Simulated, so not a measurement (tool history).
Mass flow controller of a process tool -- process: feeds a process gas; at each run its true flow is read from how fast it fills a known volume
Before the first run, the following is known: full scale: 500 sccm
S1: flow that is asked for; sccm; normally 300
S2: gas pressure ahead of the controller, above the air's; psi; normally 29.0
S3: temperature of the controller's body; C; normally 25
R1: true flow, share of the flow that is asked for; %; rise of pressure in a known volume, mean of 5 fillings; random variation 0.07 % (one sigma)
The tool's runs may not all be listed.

Run 1, hour 0.0: usual settings. Result: R1 94.89 %.
Run 2, hour 359.8: usual settings. Result: R1 94.83 %.
Run 3, hour 775.4: usual settings but S2 32.5 psi. Result: R1 94.68 %.
Run 4, hour 1242.9: usual settings. Result: R1 94.37 %.
Run 5, hour 1652.2: usual settings. Result: R1 94.29 %.
Run 6, hour 1983.2: usual settings. Result: R1 94.27 %.
Run 7, hour 2216.9: usual settings. Result: R1 92.60 %.
Run 8, hour 2568.6: usual settings. Result: R1 92.46 %.
Run 9, hour 3026.1: usual settings. Result: R1 92.45 %.
Run 10, hour 3243.1: usual settings. Result: R1 96.37 %.
Run 11, hour 3470.7: usual settings. Result: R1 96.23 %.
Run 12, hour 3882.4: usual settings but S1 376 sccm. Result: R1 96.41 %.
Run 13, hour 4123.6: usual settings. Result: R1 96.00 %.
Run 14, hour 4414.4: usual settings. Result: R1 95.92 %.
Run 15, hour 4606.3: usual settings but S2 26.3 psi. Result: R1 95.88 %.
Run 16, hour 4951.4: usual settings but S3 30 C. Result: R1 95.24 %.
Run 17, hour 5229.3: usual settings. Result: R1 95.57 %.
Run 18, hour 5447.2: usual settings. Result: R1 98.98 %.
Run 19, hour 5688.5: usual settings. Result: R1 98.95 %.
Run 20, hour 5939.1: usual settings but S2 40.3 psi. Result: R1 98.67 %.
Run 21, hour 6180.1: usual settings but S1 368 sccm, S2 22.6 psi, S3 38 C. Result: R1 97.88 %.
Run 22, hour 6580.6: usual settings but S2 27.1 psi. Result: R1 98.55 %.
Run 23, hour 6927.6: usual settings but S2 27.1 psi. Result: R1 98.50 %.
Run 24, hour 7227.9: usual settings but S1 296 sccm, S2 34.8 psi. Result: R1 98.09 %.
Run 25, hour 7696.6: usual settings but S1 296 sccm, S2 34.8 psi. Result: R1 97.93 %.
Run 26, hour 8143.0: usual settings but S1 296 sccm, S2 21.0 psi. Result: R1 98.04 %.
Run 27, hour 8337.5: usual settings but S1 296 sccm, S2 21.0 psi. Result: R1 98.08 %.
Run 28, hour 8610.2: usual settings but S1 367 sccm. Result: R1 98.08 %.
Run 29, hour 9001.8: usual settings but S1 367 sccm. Result: R1 98.15 %.
Run 30, hour 9318.4: usual settings. Result: R1 97.52 %.
Run 31, hour 9635.0: usual settings but S1 355 sccm, S2 39.7 psi, S3 33 C. Result: R1 96.60 %.
Run 32, hour 9964.2: usual settings but S3 20 C. Result: R1 97.81 %.
Run 33, hour 10331.5: usual settings but S3 20 C. Result: R1 97.60 %.
Run 34, hour 10531.9: usual settings but S1 85 sccm, S2 22.2 psi. Result: R1 93.52 %.
Run 35, hour 10939.4: usual settings but S1 85 sccm, S2 22.2 psi. Result: R1 92.97 %.
Run 36, hour 11379.8: usual settings but S2 30.6 psi. Result: R1 96.56 %.
Run 37, hour 11763.0: usual settings but S2 22.8 psi, S3 22 C. Result: R1 97.09 %.

Between the runs listed above, the log contained 3 entries, not reproduced here. Where in the sequence does each belong, and how does what the log doesn't record of the tool's condition differ from the listed run before to the listed run after?
After run 6, before run 7: controller's zero set anew (hour 2008.9)
  flow at rest that the sensor doesn't see, % of full scale: -1.485 -> -2.385; true flow over the shown one, %: -2.55 -> -2.59
  what was measured, less what the result would be without the hidden state, R1: -5.02 -> -6.56 %
After run 9, before run 10: controller's zero set anew, once more (hour 3178.9)
  flow at rest that the sensor doesn't see, % of full scale: -2.476 -> -0.036; true flow over the shown one, %: -2.75 -> -2.8
  what was measured, less what the result would be without the hidden state, R1: -6.88 -> -2.86 %
After run 17, before run 18: controller exchanged for a calibrated one (hour 5346.2)
  flow at rest that the sensor doesn't see, % of full scale: -0.269 -> -0.107; true flow over the shown one, %: -3.19 -> -0.07
  what was measured, less what the result would be without the hidden state, R1: -3.64 -> -0.25 %
